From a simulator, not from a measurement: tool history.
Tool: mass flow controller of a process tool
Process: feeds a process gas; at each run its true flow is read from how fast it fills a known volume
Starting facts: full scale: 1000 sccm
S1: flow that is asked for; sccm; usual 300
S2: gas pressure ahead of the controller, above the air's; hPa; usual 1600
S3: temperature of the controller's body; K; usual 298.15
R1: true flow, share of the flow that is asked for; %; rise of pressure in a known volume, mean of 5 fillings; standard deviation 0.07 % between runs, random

run    hour   S1    S2      S3      R1
  1     0.0  300  1600  298.15  102.24
  2   271.1  300  1600  298.15  102.29
  3   478.7  300  1600  298.15  102.53
  4   642.5  300  1600  298.15  102.50
      675.7  -- controller's zero set anew
  5   892.5  355  1600  298.15  102.32
  6  1102.5  355  1600  298.15  102.47
  7  1335.4  562  2250  293.15  102.61
  8  1565.7  562  2280  310.15  103.79
  9  1802.2  921  1700  300.15  104.37
 10  1969.9  377  2740  295.15  102.10

Below are 5 alternative next runs, each starting from the tool's condition after run 10. Predict each:
  A  2239.4  377  2170  295.15   ?
  B  2239.4  300  2180  297.15   ?
  C  2239.4  250  1660  293.15   ?
  D  2239.4  156  1600  298.15   ?
  E  2239.4  800  1600  294.15   ?

run      R1
  A  102.48
  B  102.30
  C  101.81
  D  101.27
  E  103.92
The same runs, with their run-to-run variation unchanged, on a tool lacking any hidden condition would have given:
run     R1
  A  98.64
  B  98.71
  C  98.46
  D  98.78
  E  99.58
